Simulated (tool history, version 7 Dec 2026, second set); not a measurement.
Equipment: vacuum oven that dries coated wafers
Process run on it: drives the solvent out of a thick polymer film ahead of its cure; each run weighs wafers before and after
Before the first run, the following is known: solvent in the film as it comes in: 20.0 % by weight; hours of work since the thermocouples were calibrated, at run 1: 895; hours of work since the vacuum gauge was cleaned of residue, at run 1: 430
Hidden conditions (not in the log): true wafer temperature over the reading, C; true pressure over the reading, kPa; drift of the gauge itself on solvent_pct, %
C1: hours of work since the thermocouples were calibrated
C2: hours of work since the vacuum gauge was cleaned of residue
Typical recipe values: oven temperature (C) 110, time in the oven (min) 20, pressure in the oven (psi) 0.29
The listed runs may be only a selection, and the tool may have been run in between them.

{"run": 1, "hour": 0.0, "oven temperature (C)": 110, "time in the oven (min)": 20, "pressure in the oven (psi)": 0.29, "C1": 895, "C2": 430, "solvent left in the film (%)": 6.52}
{"run": 2, "hour": 54.3, "oven temperature (C)": 110, "time in the oven (min)": 20, "pressure in the oven (psi)": 0.29, "C1": 920, "C2": 454, "solvent left in the film (%)": 6.54}
{"run": 3, "hour": 118.5, "oven temperature (C)": 110, "time in the oven (min)": 20, "pressure in the oven (psi)": 0.146, "C1": 948, "C2": 483, "solvent left in the film (%)": 5.5}
{"run": 4, "hour": 174.2, "oven temperature (C)": 110, "time in the oven (min)": 20, "pressure in the oven (psi)": 0.146, "C1": 973, "C2": 508, "solvent left in the film (%)": 5.47}
{"run": 5, "hour": 228.7, "oven temperature (C)": 110, "time in the oven (min)": 20, "pressure in the oven (psi)": 0.146, "C1": 998, "C2": 532, "solvent left in the film (%)": 5.54}
{"run": 6, "hour": 292.7, "oven temperature (C)": 110, "time in the oven (min)": 20, "pressure in the oven (psi)": 0.345, "C1": 1026, "C2": 561, "solvent left in the film (%)": 6.91}
{"run": 7, "hour": 327.0, "oven temperature (C)": 110, "time in the oven (min)": 20, "pressure in the oven (psi)": 0.345, "C1": 1042, "C2": 576, "solvent left in the film (%)": 6.88}
{"run": 8, "hour": 375.2, "oven temperature (C)": 110, "time in the oven (min)": 20, "pressure in the oven (psi)": 0.29, "C1": 1063, "C2": 598, "solvent left in the film (%)": 6.42}
{"run": 9, "hour": 438.3, "oven temperature (C)": 102, "time in the oven (min)": 20, "pressure in the oven (psi)": 0.29, "C1": 1091, "C2": 626, "solvent left in the film (%)": 9.3}
{"run": 10, "hour": 480.8, "oven temperature (C)": 102, "time in the oven (min)": 20, "pressure in the oven (psi)": 0.29, "C1": 1110, "C2": 645, "solvent left in the film (%)": 9.35}
{"run": 11, "hour": 521.0, "oven temperature (C)": 114, "time in the oven (min)": 20, "pressure in the oven (psi)": 0.29, "C1": 1128, "C2": 663, "solvent left in the film (%)": 5.19}
{"run": 12, "hour": 569.5, "oven temperature (C)": 114, "time in the oven (min)": 20, "pressure in the oven (psi)": 0.457, "C1": 1150, "C2": 685, "solvent left in the film (%)": 6.26}
{"run": 13, "hour": 616.5, "oven temperature (C)": 100, "time in the oven (min)": 20, "pressure in the oven (psi)": 0.216, "C1": 1171, "C2": 706, "solvent left in the film (%)": 9.36}
{"run": 14, "hour": 658.8, "oven temperature (C)": 118, "time in the oven (min)": 20, "pressure in the oven (psi)": 0.226, "C1": 1190, "C2": 725, "solvent left in the film (%)": 3.64}
{"run": 15, "hour": 702.2, "oven temperature (C)": 118, "time in the oven (min)": 20, "pressure in the oven (psi)": 0.226, "C1": 1210, "C2": 744, "solvent left in the film (%)": 3.69}
{"run": 16, "hour": 748.8, "oven temperature (C)": 107, "time in the oven (min)": 20, "pressure in the oven (psi)": 0.457, "C1": 1230, "C2": 765, "solvent left in the film (%)": 8.81}
{"run": 17, "hour": 814.0, "oven temperature (C)": 102, "time in the oven (min)": 20, "pressure in the oven (psi)": 0.513, "C1": 1260, "C2": 794, "solvent left in the film (%)": 11.09}
{"run": 18, "hour": 841.4, "oven temperature (C)": 110, "time in the oven (min)": 22, "pressure in the oven (psi)": 0.29, "C1": 1272, "C2": 806, "solvent left in the film (%)": 6.02}
{"run": 19, "hour": 870.3, "oven temperature (C)": 110, "time in the oven (min)": 22, "pressure in the oven (psi)": 0.29, "C1": 1285, "C2": 819, "solvent left in the film (%)": 5.98}
{"run": 20, "hour": 906.0, "oven temperature (C)": 102, "time in the oven (min)": 20, "pressure in the oven (psi)": 0.29, "C1": 1301, "C2": 835, "solvent left in the film (%)": 9.29}
{"run": 21, "hour": 952.9, "oven temperature (C)": 102, "time in the oven (min)": 20, "pressure in the oven (psi)": 0.29, "C1": 1322, "C2": 856, "solvent left in the film (%)": 9.33}
{"run": 22, "hour": 1009.1, "oven temperature (C)": 104, "time in the oven (min)": 36, "pressure in the oven (psi)": 0.431, "C1": 1347, "C2": 881, "solvent left in the film (%)": 7.08}
{"run": 23, "hour": 1060.9, "oven temperature (C)": 104, "time in the oven (min)": 36, "pressure in the oven (psi)": 0.431, "C1": 1370, "C2": 905, "solvent left in the film (%)": 7.19}
{"hour": 1071.5, "done": "oven's thermocouples calibrated"}
{"run": 24, "hour": 1122.3, "oven temperature (C)": 97, "time in the oven (min)": 10, "pressure in the oven (psi)": 0.171, "C1": 23, "C2": 931, "solvent left in the film (%)": 12.9}

Here are 3 independent what-if runs from the current tool condition. What would each one return?
{"run": "A", "hour": 1171.0, "oven temperature (C)": 96, "time in the oven (min)": 30, "pressure in the oven (psi)": 0.167, "C1": 45, "C2": 953, "solvent left in the film (%)": "?"}
{"run": "B", "hour": 1171.0, "oven temperature (C)": 110, "time in the oven (min)": 20, "pressure in the oven (psi)": 0.976, "C1": 45, "C2": 953, "solvent left in the film (%)": "?"}
{"run": "C", "hour": 1171.0, "oven temperature (C)": 98, "time in the oven (min)": 27, "pressure in the oven (psi)": 0.637, "C1": 45, "C2": 953, "solvent left in the film (%)": "?"}

run=A solvent_left_in_the_film_(%)=8.36
run=B solvent_left_in_the_film_(%)=11.55
run=C solvent_left_in_the_film_(%)=12.69
Had the tool no hidden state, the same runs would have come out as:
run=A solvent_left_in_the_film_(%)=8.35
run=B solvent_left_in_the_film_(%)=11.54
run=C solvent_left_in_the_film_(%)=12.68
